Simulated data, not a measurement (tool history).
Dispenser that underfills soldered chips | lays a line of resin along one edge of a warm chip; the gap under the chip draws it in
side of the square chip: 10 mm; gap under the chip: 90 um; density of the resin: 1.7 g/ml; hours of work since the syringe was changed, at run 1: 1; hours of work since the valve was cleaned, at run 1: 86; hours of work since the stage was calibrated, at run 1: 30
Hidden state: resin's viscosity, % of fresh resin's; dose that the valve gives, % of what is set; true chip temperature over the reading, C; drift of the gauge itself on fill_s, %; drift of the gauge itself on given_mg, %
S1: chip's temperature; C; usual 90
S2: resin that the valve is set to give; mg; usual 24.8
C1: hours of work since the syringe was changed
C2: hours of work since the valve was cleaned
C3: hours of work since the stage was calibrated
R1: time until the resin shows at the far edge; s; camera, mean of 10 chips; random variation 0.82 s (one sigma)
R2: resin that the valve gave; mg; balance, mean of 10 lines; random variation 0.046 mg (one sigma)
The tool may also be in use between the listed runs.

run	hour	S1	S2	C1	C2	C3	R1	R2
1	0.0	90	24.8	1	86	30	82.1	24.08
# hour 7.5: dispensing valve cleaned and set on the balance
2	9.3	79	24.8	6	1	36	176.7	24.64
# hour 14.6: new syringe of resin
3	21.3	79	24.8	4	9	43	153.6	24.57
# hour 29.8: new syringe of resin
4	33.5	90	24.2	2	16	51	87.7	23.88
5	43.3	90	24.2	9	22	57	133.4	23.90
# hour 45.7: new syringe of resin
6	56.5	85	24.8	7	31	65	144.3	24.37
# hour 61.7: new syringe of resin
7	72.1	90	24.8	7	40	75	116.6	24.19
# hour 76.7: new syringe of resin
8	87.3	90	24.8	7	50	84	116.8	24.11
# hour 91.4: new syringe of resin
9	94.6	90	26.6	2	54	89	84.5	25.90
# hour 106.8: new syringe of resin
10	107.7	90	24.8	1	62	97	75.9	24.05
# hour 121.6: new syringe of resin
11	121.8	90	24.8	0	71	106	77.1	24.05
12	131.6	90	24.8	6	77	112	116.7	23.90
# hour 136.4: new syringe of resin
13	146.2	96	24.8	6	87	121	90.8	23.85
# hour 151.4: new syringe of resin
# hour 153.3: dispensing valve cleaned and set on the balance
14	160.4	96	24.8	5	5	129	83.9	24.68
# hour 167.1: new syringe of resin
15	174.3	96	24.8	5	13	138	81.2	24.67
# hour 182.8: new syringe of resin
16	190.1	93	23.9	5	23	148	91.8	23.72
# hour 198.0: new syringe of resin
17	204.4	93	23.9	4	32	157	86.8	23.54
# hour 212.6: new syringe of resin
18	220.0	85	27.5	5	42	166	119.4	26.98
# hour 227.7: new syringe of resin
19	229.3	103	27.6	1	47	172	49.9	27.11
20	236.6	96	28.3	6	52	177	86.5	27.76
# hour 242.8: new syringe of resin
21	250.4	96	28.3	5	61	185	82.2	27.64
# hour 258.2: new syringe of resin
22	262.2	96	28.3	3	68	193	69.5	27.63
23	271.7	90	21.7	9	74	199	134.3	21.14
# hour 273.4: new syringe of resin
24	281.9	82	31.8	5	80	205	140.1	30.96
# hour 288.2: new syringe of resin
25	291.0	82	27.6	2	86	211	110.9	26.65
# hour 298.7: dispensing valve cleaned and set on the balance
26	298.7	99	31.5	6	0	215	78.4	31.65
# hour 304.5: new syringe of resin
27	310.7	95	24.2	4	7	222	78.6	24.30
# hour 320.0: new syringe of resin
28	322.1	95	24.2	1	15	229	67.1	24.18
29	328.7	95	26.3	6	19	234	89.2	26.25

Some steps in R1 between neighbouring runs. How much of each would the tool show without its hidden state too (settings, what came in, random variation), and how much is left for the hidden state, with any gauge scatter that isn't in both results?
Run 1 -> 2: S1 90 -> 79, dispensing valve cleaned and set on the balance. R1 +94.6 s: hidden state +54.2, all else +40.4.
Run 18 -> 19: S1 85 -> 103, S2 27.5 -> 27.6, new syringe of resin. R1 -69.5 s: hidden state -25.8, all else -43.7.
Run 22 -> 23: S1 96 -> 90, S2 28.3 -> 21.7. R1 +64.8 s: hidden state +46.9, all else +17.9.
